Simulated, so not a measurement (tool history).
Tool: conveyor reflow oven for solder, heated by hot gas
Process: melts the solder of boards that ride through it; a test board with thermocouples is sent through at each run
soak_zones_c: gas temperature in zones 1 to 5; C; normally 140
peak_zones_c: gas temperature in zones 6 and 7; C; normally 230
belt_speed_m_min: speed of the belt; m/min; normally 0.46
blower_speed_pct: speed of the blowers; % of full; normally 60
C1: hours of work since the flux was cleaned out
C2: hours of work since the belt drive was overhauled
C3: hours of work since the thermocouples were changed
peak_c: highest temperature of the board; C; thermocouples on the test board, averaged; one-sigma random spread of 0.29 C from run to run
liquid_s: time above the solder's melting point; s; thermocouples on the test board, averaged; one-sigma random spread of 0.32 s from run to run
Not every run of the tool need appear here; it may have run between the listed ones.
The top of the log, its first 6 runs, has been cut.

{"run": 7, "day": 14.779, "soak_zones_c": 140, "peak_zones_c": 230, "belt_speed_m_min": 0.46, "blower_speed_pct": 60, "C1": 105, "C2": 587, "C3": 857, "peak_c": 219.5, "liquid_s": 62.7}
{"run": 8, "day": 16.983, "soak_zones_c": 140, "peak_zones_c": 230, "belt_speed_m_min": 0.46, "blower_speed_pct": 60, "C1": 131, "C2": 614, "C3": 883, "peak_c": 219.5, "liquid_s": 62.9}
{"run": 9, "day": 20.7, "soak_zones_c": 140, "peak_zones_c": 241, "belt_speed_m_min": 0.46, "blower_speed_pct": 60, "C1": 176, "C2": 659, "C3": 929, "peak_c": 229.3, "liquid_s": 68.5}
{"run": 10, "day": 23.304, "soak_zones_c": 140, "peak_zones_c": 241, "belt_speed_m_min": 0.46, "blower_speed_pct": 60, "C1": 208, "C2": 691, "C3": 960, "peak_c": 229, "liquid_s": 68.5}
{"run": 11, "day": 25.242, "soak_zones_c": 140, "peak_zones_c": 241, "belt_speed_m_min": 0.46, "blower_speed_pct": 60, "C1": 232, "C2": 714, "C3": 984, "peak_c": 228.4, "liquid_s": 68.5}
{"run": 12, "day": 26.925, "soak_zones_c": 140, "peak_zones_c": 233, "belt_speed_m_min": 0.46, "blower_speed_pct": 60, "C1": 252, "C2": 735, "C3": 1004, "peak_c": 221.6, "liquid_s": 63.8}
{"day": 27.533, "done": "thermocouples of zones 6 and 7 changed"}
{"run": 13, "day": 28.8, "soak_zones_c": 140, "peak_zones_c": 230, "belt_speed_m_min": 0.46, "blower_speed_pct": 60, "C1": 274, "C2": 756, "C3": 15, "peak_c": 216.1, "liquid_s": 59.4}
{"day": 30.808, "done": "flux residue cleaned out of gas plates and filters"}
{"run": 14, "day": 32.392, "soak_zones_c": 140, "peak_zones_c": 230, "belt_speed_m_min": 0.46, "blower_speed_pct": 60, "C1": 19, "C2": 797, "C3": 56, "peak_c": 218.3, "liquid_s": 61.9}
{"run": 15, "day": 35.096, "soak_zones_c": 140, "peak_zones_c": 230, "belt_speed_m_min": 0.459, "blower_speed_pct": 60, "C1": 52, "C2": 830, "C3": 89, "peak_c": 217.5, "liquid_s": 61.5}
{"run": 16, "day": 36.588, "soak_zones_c": 147, "peak_zones_c": 241, "belt_speed_m_min": 0.46, "blower_speed_pct": 60, "C1": 70, "C2": 848, "C3": 107, "peak_c": 228.8, "liquid_s": 70.2}
{"run": 17, "day": 38.571, "soak_zones_c": 147, "peak_zones_c": 241, "belt_speed_m_min": 0.46, "blower_speed_pct": 60, "C1": 94, "C2": 873, "C3": 132, "peak_c": 228.2, "liquid_s": 70.6}
{"run": 18, "day": 42.05, "soak_zones_c": 140, "peak_zones_c": 223, "belt_speed_m_min": 0.46, "blower_speed_pct": 54, "C1": 137, "C2": 915, "C3": 174, "peak_c": 210.1, "liquid_s": 54.3}
{"run": 19, "day": 43.712, "soak_zones_c": 137, "peak_zones_c": 239, "belt_speed_m_min": 0.46, "blower_speed_pct": 60, "C1": 157, "C2": 935, "C3": 194, "peak_c": 224.7, "liquid_s": 65.3}
{"run": 20, "day": 45.683, "soak_zones_c": 136, "peak_zones_c": 230, "belt_speed_m_min": 0.46, "blower_speed_pct": 64, "C1": 181, "C2": 959, "C3": 218, "peak_c": 217.3, "liquid_s": 59.3}
{"run": 21, "day": 48.475, "soak_zones_c": 125, "peak_zones_c": 219, "belt_speed_m_min": 0.47, "blower_speed_pct": 60, "C1": 215, "C2": 993, "C3": 252, "peak_c": 204.1, "liquid_s": 41.8}
{"run": 22, "day": 51.121, "soak_zones_c": 140, "peak_zones_c": 236, "belt_speed_m_min": 0.477, "blower_speed_pct": 60, "C1": 247, "C2": 1025, "C3": 284, "peak_c": 221.1, "liquid_s": 61.3}
{"run": 23, "day": 53.996, "soak_zones_c": 140, "peak_zones_c": 236, "belt_speed_m_min": 0.477, "blower_speed_pct": 60, "C1": 282, "C2": 1060, "C3": 319, "peak_c": 220.8, "liquid_s": 61.4}
{"day": 55.546, "done": "flux residue cleaned out of gas plates and filters"}
{"run": 24, "day": 56.288, "soak_zones_c": 140, "peak_zones_c": 244, "belt_speed_m_min": 0.486, "blower_speed_pct": 56, "C1": 9, "C2": 1085, "C3": 344, "peak_c": 229.3, "liquid_s": 65.1}
{"run": 25, "day": 58.654, "soak_zones_c": 126, "peak_zones_c": 230, "belt_speed_m_min": 0.46, "blower_speed_pct": 76, "C1": 38, "C2": 1114, "C3": 373, "peak_c": 219.2, "liquid_s": 57.8}
{"day": 60.512, "done": "belt drive overhauled, speed set with a stopwatch"}
{"run": 26, "day": 60.633, "soak_zones_c": 135, "peak_zones_c": 221, "belt_speed_m_min": 0.476, "blower_speed_pct": 66, "C1": 60, "C2": 1, "C3": 395, "peak_c": 209.2, "liquid_s": 50}
{"run": 27, "day": 62.554, "soak_zones_c": 135, "peak_zones_c": 221, "belt_speed_m_min": 0.476, "blower_speed_pct": 66, "C1": 83, "C2": 25, "C3": 419, "peak_c": 209, "liquid_s": 50.1}
{"run": 28, "day": 65.746, "soak_zones_c": 135, "peak_zones_c": 221, "belt_speed_m_min": 0.411, "blower_speed_pct": 66, "C1": 122, "C2": 64, "C3": 457, "peak_c": 212.8, "liquid_s": 62.7}
{"run": 29, "day": 68.321, "soak_zones_c": 140, "peak_zones_c": 231, "belt_speed_m_min": 0.415, "blower_speed_pct": 61, "C1": 153, "C2": 95, "C3": 489, "peak_c": 221.2, "liquid_s": 70.7}
{"run": 30, "day": 71.625, "soak_zones_c": 140, "peak_zones_c": 231, "belt_speed_m_min": 0.415, "blower_speed_pct": 61, "C1": 193, "C2": 135, "C3": 529, "peak_c": 221.5, "liquid_s": 71.3}

Here are 3 independent what-if runs from the current tool condition. What would each one return?
{"run": "A", "day": 73.508, "soak_zones_c": 135, "peak_zones_c": 230, "belt_speed_m_min": 0.496, "blower_speed_pct": 58, "C1": 216, "C2": 158, "C3": 552, "peak_c": "?", "liquid_s": "?"}
{"run": "B", "day": 73.508, "soak_zones_c": 148, "peak_zones_c": 230, "belt_speed_m_min": 0.415, "blower_speed_pct": 61, "C1": 216, "C2": 158, "C3": 552, "peak_c": "?", "liquid_s": "?"}
{"run": "C", "day": 73.508, "soak_zones_c": 140, "peak_zones_c": 231, "belt_speed_m_min": 0.547, "blower_speed_pct": 51, "C1": 216, "C2": 158, "C3": 552, "peak_c": "?", "liquid_s": "?"}

run=A peak_c=213.4 liquid_s=51.2
run=B peak_c=221.7 liquid_s=73.9
run=C peak_c=210.8 liquid_s=44.5
What these runs would have given with no unlogged condition in the tool:
run=A peak_c=213.5 liquid_s=51.6
run=B peak_c=221.1 liquid_s=73.6
run=C peak_c=211 liquid_s=45
